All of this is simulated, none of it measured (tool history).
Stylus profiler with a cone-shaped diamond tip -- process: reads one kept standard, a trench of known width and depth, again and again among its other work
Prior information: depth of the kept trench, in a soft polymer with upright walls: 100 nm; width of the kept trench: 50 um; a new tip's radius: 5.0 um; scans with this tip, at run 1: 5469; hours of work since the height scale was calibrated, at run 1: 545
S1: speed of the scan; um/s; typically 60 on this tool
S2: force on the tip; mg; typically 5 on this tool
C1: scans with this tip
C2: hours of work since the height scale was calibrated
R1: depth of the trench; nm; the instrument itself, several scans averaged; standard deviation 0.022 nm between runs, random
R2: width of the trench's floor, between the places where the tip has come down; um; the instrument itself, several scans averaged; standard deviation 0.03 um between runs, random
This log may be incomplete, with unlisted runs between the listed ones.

{"run": 1, "hour": 0.0, "S1": 60, "S2": 5, "C1": 5469, "C2": 545, "R1": 102.83, "R2": 46.74}
{"run": 2, "hour": 25.7, "S1": 60, "S2": 5, "C1": 5611, "C2": 559, "R1": 102.91, "R2": 46.73}
{"run": 3, "hour": 70.9, "S1": 60, "S2": 5, "C1": 5859, "C2": 584, "R1": 102.9, "R2": 46.72}
{"run": 4, "hour": 95.0, "S1": 60, "S2": 5, "C1": 5992, "C2": 597, "R1": 102.89, "R2": 46.62}
{"run": 5, "hour": 131.2, "S1": 60, "S2": 5, "C1": 6191, "C2": 617, "R1": 102.95, "R2": 46.63}
{"run": 6, "hour": 170.5, "S1": 60, "S2": 2.96, "C1": 6407, "C2": 638, "R1": 102.15, "R2": 46.52}
{"run": 7, "hour": 200.2, "S1": 61, "S2": 5, "C1": 6570, "C2": 654, "R1": 102.92, "R2": 46.62}
{"run": 8, "hour": 227.7, "S1": 61, "S2": 5, "C1": 6722, "C2": 670, "R1": 102.92, "R2": 46.6}
{"run": 9, "hour": 273.9, "S1": 61, "S2": 5, "C1": 6975, "C2": 695, "R1": 102.93, "R2": 46.51}
{"run": 10, "hour": 308.6, "S1": 61, "S2": 5, "C1": 7166, "C2": 714, "R1": 102.94, "R2": 46.47}
{"run": 11, "hour": 344.5, "S1": 61, "S2": 5, "C1": 7364, "C2": 734, "R1": 102.95, "R2": 46.51}
{"run": 12, "hour": 384.1, "S1": 61, "S2": 5, "C1": 7581, "C2": 755, "R1": 102.99, "R2": 46.41}
{"run": 13, "hour": 411.6, "S1": 61, "S2": 5, "C1": 7733, "C2": 770, "R1": 102.97, "R2": 46.45}
{"run": 14, "hour": 448.1, "S1": 136, "S2": 5, "C1": 7933, "C2": 790, "R1": 102.95, "R2": 46.15}
{"run": 15, "hour": 496.0, "S1": 65, "S2": 5, "C1": 8196, "C2": 816, "R1": 102.98, "R2": 46.31}
{"run": 16, "hour": 542.1, "S1": 65, "S2": 5, "C1": 8450, "C2": 842, "R1": 103.01, "R2": 46.32}
{"run": 17, "hour": 568.1, "S1": 65, "S2": 5, "C1": 8593, "C2": 856, "R1": 103.05, "R2": 46.28}
{"run": 18, "hour": 598.2, "S1": 46, "S2": 5, "C1": 8759, "C2": 872, "R1": 103.02, "R2": 46.31}
{"hour": 603.4, "done": "new tip fitted, height scale calibrated"}
{"run": 19, "hour": 649.2, "S1": 51, "S2": 5, "C1": 252, "C2": 25, "R1": 102.66, "R2": 47.8}
{"run": 20, "hour": 686.2, "S1": 51, "S2": 5, "C1": 455, "C2": 45, "R1": 102.69, "R2": 47.7}
{"run": 21, "hour": 731.3, "S1": 60, "S2": 5, "C1": 703, "C2": 70, "R1": 102.73, "R2": 47.66}
{"run": 22, "hour": 757.9, "S1": 60, "S2": 5, "C1": 849, "C2": 85, "R1": 102.72, "R2": 47.62}
{"run": 23, "hour": 798.1, "S1": 60, "S2": 5, "C1": 1071, "C2": 107, "R1": 102.74, "R2": 47.55}
{"run": 24, "hour": 834.7, "S1": 60, "S2": 5, "C1": 1272, "C2": 127, "R1": 102.74, "R2": 47.47}
{"run": 25, "hour": 856.5, "S1": 60, "S2": 5, "C1": 1392, "C2": 139, "R1": 102.76, "R2": 47.47}
{"run": 26, "hour": 883.3, "S1": 142, "S2": 5, "C1": 1539, "C2": 153, "R1": 102.76, "R2": 47.22}
{"run": 27, "hour": 913.6, "S1": 62, "S2": 2.64, "C1": 1706, "C2": 170, "R1": 101.82, "R2": 47.33}
{"run": 28, "hour": 953.1, "S1": 62, "S2": 2.64, "C1": 1923, "C2": 192, "R1": 101.84, "R2": 47.37}
{"run": 29, "hour": 984.1, "S1": 19, "S2": 2.94, "C1": 2093, "C2": 209, "R1": 101.97, "R2": 47.45}
{"run": 30, "hour": 1030.7, "S1": 19, "S2": 2.94, "C1": 2350, "C2": 234, "R1": 101.96, "R2": 47.45}
{"run": 31, "hour": 1068.9, "S1": 35, "S2": 1.7, "C1": 2559, "C2": 255, "R1": 101.41, "R2": 47.24}
{"run": 32, "hour": 1111.9, "S1": 35, "S2": 1.7, "C1": 2796, "C2": 279, "R1": 101.49, "R2": 47.24}
{"run": 33, "hour": 1139.5, "S1": 97, "S2": 14.55, "C1": 2948, "C2": 294, "R1": 105.61, "R2": 47.19}
{"run": 34, "hour": 1164.4, "S1": 165, "S2": 2.26, "C1": 3084, "C2": 307, "R1": 101.77, "R2": 46.66}
{"run": 35, "hour": 1186.8, "S1": 181, "S2": 7.02, "C1": 3208, "C2": 320, "R1": 103.5, "R2": 46.86}
{"run": 36, "hour": 1227.5, "S1": 124, "S2": 5.95, "C1": 3431, "C2": 342, "R1": 103.18, "R2": 46.91}
{"run": 37, "hour": 1257.3, "S1": 124, "S2": 5.95, "C1": 3596, "C2": 358, "R1": 103.13, "R2": 46.92}
{"run": 38, "hour": 1301.1, "S1": 34, "S2": 2.54, "C1": 3836, "C2": 382, "R1": 101.88, "R2": 47.11}
{"run": 39, "hour": 1342.3, "S1": 34, "S2": 2.54, "C1": 4063, "C2": 405, "R1": 101.92, "R2": 47.05}
{"run": 40, "hour": 1375.8, "S1": 120, "S2": 5.77, "C1": 4247, "C2": 423, "R1": 103.14, "R2": 46.82}
{"run": 41, "hour": 1414.5, "S1": 163, "S2": 2.42, "C1": 4460, "C2": 444, "R1": 101.81, "R2": 46.45}
{"run": 42, "hour": 1457.9, "S1": 33, "S2": 1.92, "C1": 4698, "C2": 468, "R1": 101.63, "R2": 46.91}
{"run": 43, "hour": 1504.8, "S1": 129, "S2": 14.57, "C1": 4956, "C2": 494, "R1": 105.64, "R2": 46.82}
{"run": 44, "hour": 1537.8, "S1": 81, "S2": 9.26, "C1": 5138, "C2": 512, "R1": 104.27, "R2": 46.81}
{"run": 45, "hour": 1563.8, "S1": 21, "S2": 8.45, "C1": 5281, "C2": 526, "R1": 104.03, "R2": 47.01}
{"run": 46, "hour": 1604.6, "S1": 18, "S2": 13.27, "C1": 5505, "C2": 548, "R1": 105.38, "R2": 46.98}

Run by run, hidden condition taken away, random variation retained:
Hidden state at play: radius of the tip, um; height scale over the true one, %; drift of the gauge itself on depth_nm, %; drift of the gauge itself on floor_um, %.
run=1 R1=102.6 R2=47.8
run=2 R1=102.67 R2=47.81
run=3 R1=102.66 R2=47.84
run=4 R1=102.64 R2=47.76
run=5 R1=102.69 R2=47.81
run=6 R1=101.88 R2=47.73
run=7 R1=102.65 R2=47.85
run=8 R1=102.64 R2=47.85
run=9 R1=102.64 R2=47.79
run=10 R1=102.64 R2=47.78
run=11 R1=102.63 R2=47.85
run=12 R1=102.67 R2=47.79
run=13 R1=102.64 R2=47.85
run=14 R1=102.61 R2=47.58
run=15 R1=102.64 R2=47.77
run=16 R1=102.65 R2=47.81
run=17 R1=102.69 R2=47.8
run=18 R1=102.64 R2=47.85
run=19 R1=102.61 R2=47.88
run=20 R1=102.63 R2=47.82
run=21 R1=102.67 R2=47.83
run=22 R1=102.64 R2=47.83
run=23 R1=102.66 R2=47.81
run=24 R1=102.65 R2=47.77
run=25 R1=102.66 R2=47.8
run=26 R1=102.66 R2=47.58
run=27 R1=101.71 R2=47.71
run=28 R1=101.72 R2=47.79
run=29 R1=101.85 R2=47.91
run=30 R1=101.82 R2=47.96
run=31 R1=101.26 R2=47.78
run=32 R1=101.34 R2=47.82
run=33 R1=105.44 R2=47.8
run=34 R1=101.6 R2=47.3
run=35 R1=103.32 R2=47.51
run=36 R1=103 R2=47.61
run=37 R1=102.94 R2=47.64
run=38 R1=101.68 R2=47.88
run=39 R1=101.71 R2=47.86
run=40 R1=102.92 R2=47.65
run=41 R1=101.59 R2=47.32
run=42 R1=101.4 R2=47.82
run=43 R1=105.38 R2=47.77
run=44 R1=104 R2=47.79
run=45 R1=103.76 R2=48.01
run=46 R1=105.09 R2=48.02
